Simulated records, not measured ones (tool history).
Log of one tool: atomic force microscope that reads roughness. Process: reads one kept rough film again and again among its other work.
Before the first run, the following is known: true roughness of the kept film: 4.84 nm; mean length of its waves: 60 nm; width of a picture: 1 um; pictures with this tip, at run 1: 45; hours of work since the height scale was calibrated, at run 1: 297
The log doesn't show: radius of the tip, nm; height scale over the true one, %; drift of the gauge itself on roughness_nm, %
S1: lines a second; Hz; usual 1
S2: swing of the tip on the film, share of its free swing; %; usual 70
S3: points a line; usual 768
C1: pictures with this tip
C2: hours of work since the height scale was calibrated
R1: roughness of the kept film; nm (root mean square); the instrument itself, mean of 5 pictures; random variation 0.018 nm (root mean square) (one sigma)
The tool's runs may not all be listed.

{"run": 1, "day": 0.0, "S1": 1, "S2": 70, "S3": 768, "C1": 45, "C2": 297, "R1": 4.186}
{"run": 2, "day": 0.358, "S1": 1, "S2": 70, "S3": 768, "C1": 60, "C2": 303, "R1": 4.073}
{"day": 0.554, "done": "new tip fitted"}
{"run": 3, "day": 0.821, "S1": 1, "S2": 70, "S3": 768, "C1": 12, "C2": 311, "R1": 4.361}
{"run": 4, "day": 1.167, "S1": 1, "S2": 70, "S3": 768, "C1": 27, "C2": 317, "R1": 4.253}
{"run": 5, "day": 1.417, "S1": 0.65, "S2": 70, "S3": 768, "C1": 38, "C2": 321, "R1": 4.238}
{"run": 6, "day": 1.988, "S1": 0.65, "S2": 70, "S3": 768, "C1": 62, "C2": 331, "R1": 4.1}
{"day": 2.138, "done": "new tip fitted"}
{"run": 7, "day": 2.275, "S1": 0.65, "S2": 70, "S3": 768, "C1": 6, "C2": 335, "R1": 4.464}
{"run": 8, "day": 2.7, "S1": 0.65, "S2": 70, "S3": 768, "C1": 24, "C2": 343, "R1": 4.392}
{"run": 9, "day": 2.996, "S1": 1, "S2": 70, "S3": 768, "C1": 37, "C2": 348, "R1": 4.221}
{"run": 10, "day": 3.396, "S1": 1, "S2": 70, "S3": 768, "C1": 55, "C2": 355, "R1": 4.177}
{"day": 3.738, "done": "new tip fitted"}
{"run": 11, "day": 3.833, "S1": 1, "S2": 70, "S3": 768, "C1": 4, "C2": 362, "R1": 4.431}
{"run": 12, "day": 4.154, "S1": 1, "S2": 70, "S3": 768, "C1": 18, "C2": 367, "R1": 4.345}
{"run": 13, "day": 4.608, "S1": 1, "S2": 70, "S3": 768, "C1": 38, "C2": 375, "R1": 4.207}
{"run": 14, "day": 5.117, "S1": 1, "S2": 64, "S3": 768, "C1": 60, "C2": 384, "R1": 4.122}
{"day": 5.35, "done": "new tip fitted"}
{"run": 15, "day": 5.55, "S1": 1, "S2": 64, "S3": 768, "C1": 9, "C2": 391, "R1": 4.499}
{"run": 16, "day": 6.108, "S1": 1, "S2": 64, "S3": 768, "C1": 33, "C2": 400, "R1": 4.267}
{"run": 17, "day": 6.433, "S1": 1, "S2": 64, "S3": 768, "C1": 47, "C2": 406, "R1": 4.201}
{"day": 6.954, "done": "new tip fitted"}
{"run": 18, "day": 7.038, "S1": 1, "S2": 64, "S3": 768, "C1": 3, "C2": 416, "R1": 4.517}
{"run": 19, "day": 7.338, "S1": 1, "S2": 64, "S3": 768, "C1": 16, "C2": 421, "R1": 4.378}
{"run": 20, "day": 7.846, "S1": 1, "S2": 70, "S3": 768, "C1": 39, "C2": 429, "R1": 4.205}
{"run": 21, "day": 8.15, "S1": 1, "S2": 70, "S3": 768, "C1": 52, "C2": 435, "R1": 4.104}
{"day": 8.558, "done": "new tip fitted"}
{"run": 22, "day": 8.738, "S1": 1, "S2": 70, "S3": 768, "C1": 7, "C2": 444, "R1": 4.42}
{"run": 23, "day": 9.171, "S1": 1, "S2": 70, "S3": 768, "C1": 26, "C2": 452, "R1": 4.292}
{"run": 24, "day": 9.629, "S1": 1, "S2": 70, "S3": 768, "C1": 46, "C2": 460, "R1": 4.186}
{"day": 9.721, "done": "height scale calibrated on a step standard"}
{"run": 25, "day": 10.021, "S1": 1, "S2": 70, "S3": 768, "C1": 61, "C2": 5, "R1": 4.064}
{"day": 10.204, "done": "new tip fitted"}
{"run": 26, "day": 10.604, "S1": 1, "S2": 70, "S3": 768, "C1": 17, "C2": 15, "R1": 4.363}
{"run": 27, "day": 10.912, "S1": 0.88, "S2": 56, "S3": 258, "C1": 30, "C2": 20, "R1": 4.368}
{"run": 28, "day": 11.442, "S1": 0.88, "S2": 56, "S3": 258, "C1": 53, "C2": 29, "R1": 4.264}
{"day": 11.8, "done": "new tip fitted"}
{"run": 29, "day": 11.879, "S1": 0.51, "S2": 75, "S3": 768, "C1": 3, "C2": 36, "R1": 4.516}
{"run": 30, "day": 12.488, "S1": 0.51, "S2": 75, "S3": 768, "C1": 30, "C2": 47, "R1": 4.3}
{"day": 12.833, "done": "height scale calibrated on a step standard, once more"}
{"run": 31, "day": 12.908, "S1": 0.51, "S2": 75, "S3": 768, "C1": 46, "C2": 1, "R1": 4.19}
{"run": 32, "day": 13.204, "S1": 0.61, "S2": 70, "S3": 473, "C1": 59, "C2": 6, "R1": 4.152}
{"day": 13.425, "done": "new tip fitted"}
{"run": 33, "day": 13.829, "S1": 1.01, "S2": 74, "S3": 816, "C1": 18, "C2": 17, "R1": 4.304}
{"run": 34, "day": 14.133, "S1": 1.01, "S2": 74, "S3": 816, "C1": 31, "C2": 22, "R1": 4.244}
{"run": 35, "day": 14.421, "S1": 1.42, "S2": 89, "S3": 846, "C1": 43, "C2": 27, "R1": 3.777}
{"run": 36, "day": 14.946, "S1": 1.42, "S2": 89, "S3": 846, "C1": 66, "C2": 36, "R1": 3.598}
{"day": 15.042, "done": "new tip fitted"}
{"run": 37, "day": 15.296, "S1": 1.52, "S2": 89, "S3": 951, "C1": 11, "C2": 41, "R1": 3.926}
{"run": 38, "day": 15.746, "S1": 1.35, "S2": 70, "S3": 851, "C1": 31, "C2": 49, "R1": 4.219}
{"run": 39, "day": 16.167, "S1": 1.36, "S2": 76, "S3": 657, "C1": 49, "C2": 56, "R1": 3.99}
{"run": 40, "day": 16.45, "S1": 0.6, "S2": 67, "S3": 347, "C1": 62, "C2": 61, "R1": 4.123}
{"day": 16.608, "done": "new tip fitted"}
{"run": 41, "day": 16.875, "S1": 1.7, "S2": 67, "S3": 336, "C1": 11, "C2": 68, "R1": 4.335}
{"run": 42, "day": 17.333, "S1": 2.66, "S2": 63, "S3": 304, "C1": 31, "C2": 76, "R1": 4.12}
{"run": 43, "day": 17.646, "S1": 2.66, "S2": 63, "S3": 304, "C1": 45, "C2": 81, "R1": 4.022}
{"day": 18.212, "done": "new tip fitted"}
{"run": 44, "day": 18.262, "S1": 2.66, "S2": 63, "S3": 304, "C1": 2, "C2": 91, "R1": 4.349}
{"run": 45, "day": 18.638, "S1": 2.66, "S2": 63, "S3": 304, "C1": 18, "C2": 98, "R1": 4.219}
{"run": 46, "day": 19.067, "S1": 0.62, "S2": 82, "S3": 768, "C1": 37, "C2": 105, "R1": 4.177}
{"run": 47, "day": 19.362, "S1": 1.12, "S2": 57, "S3": 868, "C1": 49, "C2": 110, "R1": 4.232}
{"run": 48, "day": 19.754, "S1": 1.04, "S2": 65, "S3": 882, "C1": 67, "C2": 117, "R1": 4.073}
{"day": 19.833, "done": "new tip fitted"}
{"run": 49, "day": 20.225, "S1": 1.04, "S2": 65, "S3": 882, "C1": 17, "C2": 124, "R1": 4.363}
{"run": 50, "day": 20.688, "S1": 1.04, "S2": 65, "S3": 882, "C1": 37, "C2": 132, "R1": 4.257}
{"run": 51, "day": 21.279, "S1": 1.04, "S2": 65, "S3": 882, "C1": 63, "C2": 142, "R1": 4.055}

Hidden condition of the tool, last listed run before each entry between runs versus first listed run after:
Run 2 -> run 3: new tip fitted (day 0.554)
  radius of the tip, nm: 26.3 -> 11.8
  what was measured, less what the result would be without the hidden state, R1: -0.392 -> -0.097 nm (root mean square)
Run 6 -> run 7: new tip fitted (day 2.138)
  radius of the tip, nm: 29.4 -> 8.9
  what was measured, less what the result would be without the hidden state, R1: -0.459 -> -0.033 nm (root mean square)
Run 10 -> run 11: new tip fitted (day 3.738)
  radius of the tip, nm: 24.8 -> 9.1; height scale over the true one, %: 0.27 -> 0.28
  what was measured, less what the result would be without the hidden state, R1: -0.368 -> -0.036 nm (root mean square)
Run 14 -> run 15: new tip fitted (day 5.35)
  radius of the tip, nm: 27.2 -> 10.1
  what was measured, less what the result would be without the hidden state, R1: -0.412 -> -0.057 nm (root mean square)
Run 17 -> run 18: new tip fitted (day 6.954)
  radius of the tip, nm: 23.6 -> 8.5; height scale over the true one, %: 0.32 -> 0.33
  what was measured, less what the result would be without the hidden state, R1: -0.342 -> -0.02 nm (root mean square)
Run 21 -> run 22: new tip fitted (day 8.558)
  radius of the tip, nm: 24.8 -> 9.5; height scale over the true one, %: 0.35 -> 0.36
  what was measured, less what the result would be without the hidden state, R1: -0.358 -> -0.041 nm (root mean square)
Run 24 -> run 25: height scale calibrated on a step standard (day 9.721)
  radius of the tip, nm: 21.9 -> 27; height scale over the true one, %: 0.37 -> 0.5
  what was measured, less what the result would be without the hidden state, R1: -0.302 -> -0.393 nm (root mean square)
Run 25 -> run 26: new tip fitted (day 10.204)
  radius of the tip, nm: 27 -> 12.7; height scale over the true one, %: 0.5 -> 0.51
  what was measured, less what the result would be without the hidden state, R1: -0.393 -> -0.106 nm (root mean square)
Run 28 -> run 29: new tip fitted (day 11.8)
  radius of the tip, nm: 24.9 -> 8.6; height scale over the true one, %: 0.52 -> 0.53
  what was measured, less what the result would be without the hidden state, R1: -0.367 -> -0.013 nm (root mean square)
Run 30 -> run 31: height scale calibrated on a step standard, once more (day 12.833)
  radius of the tip, nm: 17.8 -> 23; height scale over the true one, %: 0.54 -> 0.11
  what was measured, less what the result would be without the hidden state, R1: -0.214 -> -0.338 nm (root mean square)
Run 32 -> run 33: new tip fitted (day 13.425)
  radius of the tip, nm: 27.7 -> 13; height scale over the true one, %: 0.11 -> 0.12
  what was measured, less what the result would be without the hidden state, R1: -0.434 -> -0.127 nm (root mean square)
Run 36 -> run 37: new tip fitted (day 15.042)
  radius of the tip, nm: 28.9 -> 11.1
  what was measured, less what the result would be without the hidden state, R1: -0.398 -> -0.076 nm (root mean square)
Run 40 -> run 41: new tip fitted (day 16.608)
  radius of the tip, nm: 28.2 -> 11.4; height scale over the true one, %: 0.16 -> 0.17
  what was measured, less what the result would be without the hidden state, R1: -0.44 -> -0.091 nm (root mean square)
Run 43 -> run 44: new tip fitted (day 18.212)
  radius of the tip, nm: 21.3 -> 7.8; height scale over the true one, %: 0.18 -> 0.19
  what was measured, less what the result would be without the hidden state, R1: -0.288 -> -0.01 nm (root mean square)
Run 48 -> run 49: new tip fitted (day 19.833)
  radius of the tip, nm: 29.1 -> 13; height scale over the true one, %: 0.21 -> 0.22
  what was measured, less what the result would be without the hidden state, R1: -0.45 -> -0.124 nm (root mean square)

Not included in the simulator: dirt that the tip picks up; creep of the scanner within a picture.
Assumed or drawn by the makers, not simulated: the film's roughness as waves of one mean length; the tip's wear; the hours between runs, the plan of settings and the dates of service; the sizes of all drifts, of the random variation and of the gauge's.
